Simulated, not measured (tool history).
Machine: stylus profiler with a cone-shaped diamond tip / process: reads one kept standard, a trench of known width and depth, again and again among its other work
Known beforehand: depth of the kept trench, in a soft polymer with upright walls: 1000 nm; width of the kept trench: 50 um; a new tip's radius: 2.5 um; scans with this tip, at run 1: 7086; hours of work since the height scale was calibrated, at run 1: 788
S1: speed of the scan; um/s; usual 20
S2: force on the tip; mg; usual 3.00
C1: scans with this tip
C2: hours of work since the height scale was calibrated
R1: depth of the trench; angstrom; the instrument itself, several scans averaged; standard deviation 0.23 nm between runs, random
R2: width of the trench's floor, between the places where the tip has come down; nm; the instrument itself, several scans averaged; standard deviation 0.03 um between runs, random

{"run": 1, "hour": 0.0, "S1": 20, "S2": 3.0, "C1": 7086, "C2": 788, "R1": 10130.8, "R2": 45500}
{"run": 2, "hour": 23.8, "S1": 20, "S2": 3.0, "C1": 7214, "C2": 802, "R1": 10125.5, "R2": 45490}
{"run": 3, "hour": 43.7, "S1": 20, "S2": 3.0, "C1": 7321, "C2": 814, "R1": 10131.0, "R2": 45450}
{"run": 4, "hour": 61.4, "S1": 20, "S2": 3.0, "C1": 7416, "C2": 824, "R1": 10126.0, "R2": 45430}
{"run": 5, "hour": 80.4, "S1": 20, "S2": 1.86, "C1": 7519, "C2": 836, "R1": 10085.1, "R2": 45400}
{"run": 6, "hour": 111.2, "S1": 20, "S2": 1.86, "C1": 7685, "C2": 854, "R1": 10086.9, "R2": 45400}
{"run": 7, "hour": 137.3, "S1": 13, "S2": 1.86, "C1": 7825, "C2": 870, "R1": 10083.8, "R2": 45460}
{"run": 8, "hour": 165.1, "S1": 8, "S2": 3.0, "C1": 7975, "C2": 887, "R1": 10129.4, "R2": 45520}
{"run": 9, "hour": 189.8, "S1": 9, "S2": 3.0, "C1": 8108, "C2": 901, "R1": 10124.4, "R2": 45450}
{"run": 10, "hour": 217.7, "S1": 9, "S2": 3.0, "C1": 8259, "C2": 918, "R1": 10126.7, "R2": 45410}
{"run": 11, "hour": 248.9, "S1": 9, "S2": 1.13, "C1": 8427, "C2": 937, "R1": 10049.7, "R2": 45450}
{"run": 12, "hour": 283.8, "S1": 8, "S2": 1.13, "C1": 8615, "C2": 958, "R1": 10050.7, "R2": 45410}
{"run": 13, "hour": 312.4, "S1": 22, "S2": 1.76, "C1": 8769, "C2": 975, "R1": 10072.9, "R2": 45320}
{"run": 14, "hour": 334.5, "S1": 43, "S2": 1.57, "C1": 8888, "C2": 988, "R1": 10064.3, "R2": 45230}
{"run": 15, "hour": 357.1, "S1": 18, "S2": 3.75, "C1": 9009, "C2": 1002, "R1": 10142.6, "R2": 45420}
{"run": 16, "hour": 382.8, "S1": 6, "S2": 8.29, "C1": 9148, "C2": 1017, "R1": 10269.5, "R2": 45380}
{"run": 17, "hour": 417.0, "S1": 6, "S2": 8.29, "C1": 9332, "C2": 1037, "R1": 10267.6, "R2": 45390}
{"run": 18, "hour": 444.6, "S1": 6, "S2": 8.29, "C1": 9481, "C2": 1054, "R1": 10267.5, "R2": 45440}
{"run": 19, "hour": 466.8, "S1": 14, "S2": 8.29, "C1": 9600, "C2": 1067, "R1": 10264.8, "R2": 45370}
{"run": 20, "hour": 493.9, "S1": 50, "S2": 7.67, "C1": 9747, "C2": 1084, "R1": 10252.5, "R2": 45190}
{"run": 21, "hour": 531.1, "S1": 50, "S2": 7.67, "C1": 9947, "C2": 1106, "R1": 10247.6, "R2": 45260}

Each row is a separate what-if for the run after 21, all from the same tool condition, not one after another. Results?
{"run": "A", "hour": 554.1, "S1": 27, "S2": 6.73, "C1": 10071, "C2": 1120, "R1": "?", "R2": "?"}
{"run": "B", "hour": 554.1, "S1": 71, "S2": 1.58, "C1": 10071, "C2": 1120, "R1": "?", "R2": "?"}
{"run": "C", "hour": 554.1, "S1": 11, "S2": 2.84, "C1": 10071, "C2": 1120, "R1": "?", "R2": "?"}
{"run": "D", "hour": 554.1, "S1": 6, "S2": 8.58, "C1": 10071, "C2": 1120, "R1": "?", "R2": "?"}

run=A R1=10226.5 R2=45370
run=B R1=10060.4 R2=44900
run=C R1=10112.1 R2=45340
run=D R1=10268.7 R2=45310
The same runs, with their run-to-run variation unchanged, on a tool lacking any hidden condition would have given:
run=A R1=10262.0 R2=45980
run=B R1=10095.3 R2=45510
run=C R1=10147.1 R2=45950
run=D R1=10304.3 R2=45920
